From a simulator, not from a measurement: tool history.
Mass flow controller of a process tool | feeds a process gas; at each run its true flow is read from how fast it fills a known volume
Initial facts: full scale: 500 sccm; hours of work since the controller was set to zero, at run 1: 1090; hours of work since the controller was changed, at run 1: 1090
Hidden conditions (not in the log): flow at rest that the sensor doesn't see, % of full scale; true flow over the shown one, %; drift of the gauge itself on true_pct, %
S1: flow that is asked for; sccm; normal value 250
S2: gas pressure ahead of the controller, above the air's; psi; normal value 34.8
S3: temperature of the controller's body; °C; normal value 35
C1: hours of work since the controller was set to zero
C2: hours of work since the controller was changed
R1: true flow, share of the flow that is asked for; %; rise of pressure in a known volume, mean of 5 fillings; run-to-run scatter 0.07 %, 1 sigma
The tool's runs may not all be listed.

| run | day | S1 | S2 | S3 | C1 | C2 | R1 |
|---|---|---|---|---|---|---|---|
| 1 | 0.000 | 250 | 34.8 | 35 | 1090 | 1090 | 98.87 |
| 2 | 4.812 | 250 | 34.8 | 35 | 1180 | 1180 | 98.97 |
| 3 | 9.633 | 250 | 34.8 | 35 | 1269 | 1269 | 99.06 |
| 4 | 14.075 | 250 | 34.8 | 35 | 1352 | 1352 | 99.28 |
| 5 | 17.529 | 55 | 34.8 | 35 | 1416 | 1416 | 98.11 |
| 6 | 20.304 | 55 | 30.5 | 35 | 1468 | 1468 | 98.19 |
| 7 | 25.233 | 250 | 31.8 | 35 | 1560 | 1560 | 99.52 |
| 8 | 28.433 | 250 | 30.6 | 35 | 1619 | 1619 | 99.53 |
| 9 | 30.912 | 250 | 34.8 | 40 | 1665 | 1665 | 100.07 |
| 10 | 33.712 | 368 | 34.8 | 35 | 1718 | 1718 | 100.57 |
| 11 | 38.754 | 368 | 34.8 | 35 | 1811 | 1811 | 100.71 |
| 12 | 43.529 | 368 | 34.8 | 35 | 1900 | 1900 | 100.83 |
| 13 | 46.258 | 368 | 34.8 | 35 | 1951 | 1951 | 100.88 |
| 14 | 49.004 | 250 | 34.8 | 35 | 2002 | 2002 | 100.22 |
| 15 | 53.733 | 263 | 34.8 | 35 | 2090 | 2090 | 100.32 |
| 16 | 58.104 | 51 | 31.0 | 21 | 2171 | 2171 | 98.11 |
| 17 | 60.938 | 51 | 31.0 | 21 | 2224 | 2224 | 98.13 |
| 18 | 65.308 | 69 | 34.8 | 25 | 2305 | 2305 | 98.77 |
| 19 | 67.471 | 69 | 34.8 | 25 | 2346 | 2346 | 98.88 |
| 20 | 70.971 | 154 | 34.8 | 35 | 2411 | 2411 | 100.01 |
| 21 | 75.608 | 154 | 34.8 | 35 | 2497 | 2497 | 100.12 |
| 22 | 79.033 | 154 | 34.8 | 35 | 2561 | 2561 | 100.42 |
| 23 | 82.471 | 302 | 33.4 | 27 | 2625 | 2625 | 100.83 |

What will run 24 give?
| 24 | 84.683 | 302 | 33.4 | 27 | 2666 | 2666 | ? |

Run 24 measured R1 100.88 %.
On a tool with no hidden condition, and with the same random variation, this run would have come out at R1 98.80 %.
